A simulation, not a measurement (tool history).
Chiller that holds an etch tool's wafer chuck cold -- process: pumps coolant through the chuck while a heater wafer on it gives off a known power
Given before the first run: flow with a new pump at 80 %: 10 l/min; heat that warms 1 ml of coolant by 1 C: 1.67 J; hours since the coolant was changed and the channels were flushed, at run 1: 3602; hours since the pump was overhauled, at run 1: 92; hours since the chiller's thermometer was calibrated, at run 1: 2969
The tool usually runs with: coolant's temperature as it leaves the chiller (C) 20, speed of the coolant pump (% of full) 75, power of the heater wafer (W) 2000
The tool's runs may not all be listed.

run	hour	coolant's temperature as it leaves the chiller (C)	speed of the coolant pump (% of full)	power of the heater wafer (W)	hours since the coolant was changed and the channels were flushed	hours since the pump was overhauled	hours since the chiller's thermometer was calibrated	chuck's temperature once it has settled (C)	how much warmer the coolant comes back (C)
1	0	20	75	2000	3602	92	2969	34.6	7.73
2	36.5	20	75	2000	3639	129	3005	34.7	7.71
3	82.5	20	75	2000	3684	175	3051	34.7	7.77
4	115.2	20	75	2000	3717	207	3084	34.8	7.71
5	146.8	20	75	2000	3749	239	3115	34.6	7.71
6	187	20	75	2000	3789	279	3156	34.6	7.76
7	235	20	75	2950	3837	327	3204	42	11.5
8	291.5	20	75	2377	3893	384	3260	37.6	9.2
9	344	20	75	2377	3946	436	3313	37.6	9.27
10	370.8	20	75	2000	3973	463	3340	34.7	7.82
11	425.4	20	75	2000	4027	518	3394	34.9	7.85
12	482.6	20	75	2056	4085	575	3451	35.3	8.03
13	515.5	20	75	2056	4118	608	3484	35.3	8.11
14	543.2	20	75	2000	4145	635	3512	34.9	7.85
15	601.4	20	75	2000	4203	694	3570	34.7	7.79
16	653.7	20	75	2000	4256	746	3622	34.9	7.86
17	693.4	20	68	1189	4295	786	3662	29.6	5.16
18	734.5	12	61	1065	4336	827	3703	21.2	5.23
19	763.8	30	73	2000	4366	856	3733	45.2	8.1
20	804.2	27	80	2809	4406	896	3773	47.1	10.23
21	855.3	23	92	2000	4457	947	3824	35.5	6.39
22	891.9	14	92	1879	4494	984	3861	25.9	6.02
23	944.6	14	92	1262	4547	1037	3913	21.8	4.04
24	976.8	14	92	1262	4579	1069	3945	21.8	4.04
# hour 996.5: coolant changed, channels flushed
25	1011.2	14	92	1262	15	1097	3974	21.2	4.01
26	1059	30	92	1736	63	1145	4022	40	5.57
27	1097.5	30	73	1087	101	1184	4060	37.6	4.42
28	1143.8	11	75	1700	147	1230	4107	23.1	6.71
29	1191.8	18	75	1308	195	1278	4154	27.1	5.2
30	1232.2	25	73	1777	236	1318	4195	37.8	7.25
31	1288	25	90	2003	292	1374	4251	37.1	6.57

Predict each of these 5 candidate next runs independently; none follows another, all start after run 31:
A	1340.2	12	65	1271	344	1426	4303	?	?
B	1340.2	14	73	2860	344	1426	4303	?	?
C	1340.2	14	88	2000	344	1426	4303	?	?
D	1340.2	28	90	1249	344	1426	4303	?	?
E	1340.2	25	87	1084	344	1426	4303	?	?

run	chuck's temperature once it has settled (C)	how much warmer the coolant comes back (C)
A	21.9	5.83
B	34.8	11.61
C	26.4	6.79
D	35.3	4.11
E	31.5	3.7
Without the tool's hidden state the same runs would have given:
run	chuck's temperature once it has settled (C)	how much warmer the coolant comes back (C)
A	22	5.61
B	34.4	11.16
C	26.4	6.52
D	35.5	3.95
E	31.7	3.55
